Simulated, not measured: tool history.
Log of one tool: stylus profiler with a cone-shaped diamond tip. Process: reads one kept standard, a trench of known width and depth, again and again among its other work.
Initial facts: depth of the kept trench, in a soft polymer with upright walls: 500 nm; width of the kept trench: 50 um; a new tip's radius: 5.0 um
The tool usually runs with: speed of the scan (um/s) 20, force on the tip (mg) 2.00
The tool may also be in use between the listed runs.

run	hour	speed of the scan (um/s)	force on the tip (mg)	depth of the trench (angstrom)	width of the trench's floor (nm)
1	0.0	20	2.00	5053.0	45540
2	28.0	20	2.00	5051.7	45500
3	46.2	20	2.00	5052.0	45500
4	79.5	20	2.00	5049.1	45470
5	104.0	20	2.00	5053.9	45420
6	122.4	20	2.00	5050.3	45370
7	159.9	34	2.61	5060.3	45310
8	194.2	74	2.14	5054.8	45160
9	231.7	10	1.00	5037.4	45320
10	254.5	22	1.32	5041.4	45190
11	271.3	22	1.32	5041.8	45220

Consider 4 possible next runs. They are alternatives, not a sequence: every one starts from the tool as it was left by run 11. What does each give?
A	291.0	7	1.21	?	?
B	291.0	38	2.28	?	?
C	291.0	16	1.01	?	?
D	291.0	36	0.71	?	?

run	depth of the trench (angstrom)	width of the trench's floor (nm)
A	5041.2	45260
B	5056.2	45180
C	5036.2	45200
D	5030.7	45110
With no hidden state in the tool, these same runs would have given:
run	depth of the trench (angstrom)	width of the trench's floor (nm)
A	5035.5	45650
B	5050.6	45560
C	5030.5	45590
D	5025.1	45500

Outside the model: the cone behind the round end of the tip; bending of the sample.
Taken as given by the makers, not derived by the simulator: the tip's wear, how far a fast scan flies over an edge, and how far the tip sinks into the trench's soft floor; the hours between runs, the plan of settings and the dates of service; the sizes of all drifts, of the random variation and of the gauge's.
